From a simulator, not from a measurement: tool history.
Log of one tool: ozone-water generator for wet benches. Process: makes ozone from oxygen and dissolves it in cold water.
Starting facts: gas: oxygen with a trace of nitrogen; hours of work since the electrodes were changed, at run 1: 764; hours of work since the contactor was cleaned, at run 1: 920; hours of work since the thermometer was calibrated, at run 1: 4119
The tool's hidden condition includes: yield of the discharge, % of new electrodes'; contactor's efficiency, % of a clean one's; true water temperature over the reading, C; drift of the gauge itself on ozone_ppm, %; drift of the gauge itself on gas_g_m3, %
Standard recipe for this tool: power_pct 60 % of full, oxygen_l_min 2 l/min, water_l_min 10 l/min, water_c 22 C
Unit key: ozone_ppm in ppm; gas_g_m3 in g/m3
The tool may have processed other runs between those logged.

| run | hour | power_pct | oxygen_l_min | water_l_min | water_c | hours of work since the electrodes were changed | hours of work since the contactor was cleaned | hours of work since the thermometer was calibrated | ozone_ppm | gas_g_m3 |
|---|---|---|---|---|---|---|---|---|---|---|
| 1 | 0.0 | 60 | 2 | 10 | 22 | 764 | 920 | 4119 | 21.7 | 234.7 |
| 2 | 15.6 | 60 | 2 | 10 | 22 | 776 | 932 | 4130 | 21.9 | 237.0 |
| 3 | 29.9 | 60 | 2 | 10 | 22 | 787 | 943 | 4141 | 21.9 | 234.4 |
| 4 | 45.2 | 60 | 2 | 10 | 22 | 798 | 954 | 4153 | 21.8 | 235.8 |
| 5 | 74.4 | 60 | 2 | 10 | 22 | 820 | 976 | 4175 | 21.9 | 237.8 |
| 6 | 93.8 | 60 | 2 | 10 | 22 | 835 | 991 | 4189 | 21.7 | 234.1 |

What does the tool deliver on the next run?
| 7 | 109.0 | 60 | 2 | 10 | 22 | 846 | 1002 | 4201 | ? | ? |

ozone_ppm: 21.7 ppm
gas_g_m3: 236.1 g/m3
The same run, on a tool lacking any hidden state, would have yielded ozone_ppm 21.7 ppm, gas_g_m3 236.2 g/m3.

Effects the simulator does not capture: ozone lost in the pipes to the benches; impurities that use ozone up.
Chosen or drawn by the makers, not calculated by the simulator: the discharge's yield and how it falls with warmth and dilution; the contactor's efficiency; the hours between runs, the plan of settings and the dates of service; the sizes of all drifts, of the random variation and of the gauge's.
